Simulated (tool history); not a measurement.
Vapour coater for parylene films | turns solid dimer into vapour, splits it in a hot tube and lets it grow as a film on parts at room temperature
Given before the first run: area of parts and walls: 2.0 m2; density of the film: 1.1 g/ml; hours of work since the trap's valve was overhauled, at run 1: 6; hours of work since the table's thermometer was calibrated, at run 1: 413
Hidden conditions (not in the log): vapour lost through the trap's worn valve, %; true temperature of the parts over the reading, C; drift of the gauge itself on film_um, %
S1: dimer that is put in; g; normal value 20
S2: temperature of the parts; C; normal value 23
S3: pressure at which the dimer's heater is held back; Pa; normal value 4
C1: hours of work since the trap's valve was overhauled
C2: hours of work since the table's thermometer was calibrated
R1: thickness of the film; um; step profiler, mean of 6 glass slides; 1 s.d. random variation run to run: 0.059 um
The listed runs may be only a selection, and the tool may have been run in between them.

run,hour,S1,S2,S3,C1,C2,R1
1,0,20,23,4,6,413,6.99
2,29.9,20,23,4,28,435,6.91
3,58.7,20,23,4,50,457,6.88
4,76.5,20,23,4,64,471,6.99
5,99.2,20,23,4,81,488,6.94
6,129.2,20,23,3.35,104,511,6.91
7,151.4,32,23,4,121,528,11.17
8,179.9,32,23,4,142,549,10.96
9,205.4,32,23,4,162,569,10.97
10,233.3,32,23,4,183,590,10.99
11,262.3,32,23,4,205,612,11.09
12,290.6,20,32,4,226,633,5.7
13,325.7,10,23,4,253,660,3.48
# hour 344.1: trap's valve overhauled
14,365.7,10,23,4,16,687,3.46
15,390.5,20,34,4,35,706,5.43
16,420.6,21,34,4,58,729,5.79
17,450.2,20,23,4,81,752,6.91
18,465.7,20,23,5.5,92,763,6.77
19,494.9,15,23,4,115,785,5.16
20,517,20,23,2.67,131,802,7.05
21,534.8,20,31,4,145,816,5.81
22,570,20,31,2.34,172,842,6.02
23,588.4,18,23,3.56,186,856,6.27
24,621.8,18,18,8.45,211,882,6.61
25,653.2,14,29,3.94,235,906,4.25
26,688.1,13,19,4.26,261,932,4.86
# hour 696: trap's valve overhauled
27,716.3,10,35,6.31,15,951,2.58

For run 28, what comes out?
28,733.7,10,35,6.31,29,964,?

R1: 2.65 um
Minus the tool's unlogged condition, the same run would have read R1 2.65 um.
